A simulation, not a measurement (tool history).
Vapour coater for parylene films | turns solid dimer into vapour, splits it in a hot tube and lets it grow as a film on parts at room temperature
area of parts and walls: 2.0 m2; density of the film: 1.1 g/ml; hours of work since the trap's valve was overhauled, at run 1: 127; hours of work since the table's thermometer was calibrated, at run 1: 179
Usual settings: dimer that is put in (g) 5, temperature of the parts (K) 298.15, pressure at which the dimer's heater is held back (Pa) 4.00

run   hour  dimer that is put in (g)  temperature of the parts (K)  pressure at which the dimer's heater is held back (Pa)  hours of work since the trap's valve was overhauled  hours of work since the table's thermometer was calibrated  thickness of the film (nm)
  1    0.0                         5                        298.15                                                    4.00                                                  127                                                         179                        1310
  2   26.2                         5                        298.15                                                    4.00                                                  142                                                         194                        1290
  3   49.7                         5                        298.15                                                    4.00                                                  156                                                         208                        1300
  4   70.3                         5                        298.15                                                    4.00                                                  168                                                         219                        1280
  5   96.9                         5                        298.15                                                    4.00                                                  183                                                         235                        1290
  6  120.2                         5                        298.15                                                    4.00                                                  197                                                         248                        1270
  7  137.6                         5                        298.15                                                    4.00                                                  207                                                         258                        1270
  8  162.8                         3                        298.15                                                    4.00                                                  221                                                         273                         760
  9  179.1                         3                        298.15                                                    4.00                                                  231                                                         282                         730
 10  197.0                         5                        298.15                                                    4.00                                                  241                                                         293                        1260
 11  209.1                         5                        298.15                                                    4.00                                                  248                                                         300                        1220
     214.8  -- trap's valve overhauled
 12  230.8                         5                        298.15                                                    4.00                                                    9                                                         310                        1120
 13  251.8                         5                        298.15                                                    4.00                                                   21                                                         322                        1150
 14  271.2                         5                        290.15                                                    4.00                                                   33                                                         334                        1480
 15  295.4                         5                        290.15                                                    4.00                                                   47                                                         348                        1510
 16  322.3                         4                        298.15                                                    4.00                                                   62                                                         363                         840
 17  334.1                         4                        298.15                                                    4.00                                                   69                                                         370                         860
     348.6  -- trap's valve overhauled, once more
 18  364.9                         4                        298.15                                                    4.00                                                    9                                                         385                        1150
 19  377.3                         5                        298.15                                                    7.69                                                   17                                                         393                        1190
 20  402.9                         5                        298.15                                                    7.69                                                   31                                                         407                        1170
 21  420.4                         5                        298.15                                                    4.00                                                   42                                                         418                        1370
 22  436.1                         5                        298.15                                                    4.00                                                   51                                                         427                        1360
 23  462.5                         5                        298.15                                                    4.00                                                   66                                                         442                        1400
 24  478.0                         5                        298.15                                                    4.00                                                   75                                                         451                        1350
 25  493.0                         4                        300.15                                                    6.94                                                   84                                                         460                         880
 26  510.2                         4                        300.15                                                    6.94                                                   94                                                         470                         850
 27  535.4                         7                        302.15                                                    6.94                                                  108                                                         484                        1420
 28  547.3                         5                        308.15                                                    4.00                                                  115                                                         491                         900
 29  565.0                         5                        308.15                                                    4.00                                                  125                                                         501                         940
 30  584.4                         6                        298.15                                                    6.52                                                  137                                                         513                        1440
 31  605.2                         3                        295.15                                                    3.76                                                  149                                                         525                         870
 32  629.6                         5                        298.15                                                    4.00                                                  163                                                         539                        1310
 33  649.8                         3                        303.15                                                   10.71                                                  174                                                         551                         480
 34  674.8                         8                        298.15                                                    4.52                                                  189                                                         565                        1970
 35  692.6                         3                        303.15                                                    8.87                                                  199                                                         575                         510
 36  715.6                         6                        298.15                                                    2.27                                                  213                                                         589                        1690
 37  733.8                         2                        291.15                                                    3.09                                                  223                                                         599                         660
 38  744.9                         2                        291.15                                                    3.09                                                  230                                                         606                         630
 39  766.1                         5                        306.15                                                    3.28                                                  242                                                         618                         990
     781.9  -- trap's valve overhauled
 40  793.8                         8                        294.15                                                    3.05                                                    7                                                         632                        2710
 41  812.6                         8                        294.15                                                    3.05                                                   18                                                         643                        2720
 42  837.1                         5                        299.15                                                    4.86                                                   32                                                         657                        1310
 43  856.2                         5                        298.15                                                    2.59                                                   43                                                         668                        1500
 44  869.2                         5                        298.15                                                   11.77                                                   51                                                         675                        1000
 45  884.1                         5                        298.15                                                   11.77                                                   59                                                         684                        1030
 46  902.2                         3                        298.15                                                   11.77                                                   70                                                         694                         610
 47  926.5                         3                        298.15                                                   11.77                                                   84                                                         708                         610

Some steps in thickness of the film (nm) between neighbouring runs. How much of each would the tool show without its hidden state too (settings, what came in, random variation), and how much is left for the hidden state, with any gauge scatter that isn't in both results?
The hidden state here: vapour lost through the trap's worn valve, %; true temperature of the parts over the reading, C; drift of the gauge itself on film_um, %.
Run 17 -> 18: trap's valve overhauled, once more. thickness of the film (nm) +290: hidden state +240, all else +50.
Run 33 -> 34: dimer that is put in (g) 3 -> 8, temperature of the parts (K) 303.15 -> 298.15, pressure at which the dimer's heater is held back (Pa) 10.71 -> 4.52. thickness of the film (nm) +1490: hidden state -170, all else +1660.
Run 34 -> 35: dimer that is put in (g) 8 -> 3, temperature of the parts (K) 298.15 -> 303.15, pressure at which the dimer's heater is held back (Pa) 4.52 -> 8.87. thickness of the film (nm) -1460: hidden state +160, all else -1620.
Run 39 -> 40: dimer that is put in (g) 5 -> 8, temperature of the parts (K) 306.15 -> 294.15, pressure at which the dimer's heater is held back (Pa) 3.28 -> 3.05, trap's valve overhauled. thickness of the film (nm) +1720: hidden state +90, all else +1630.
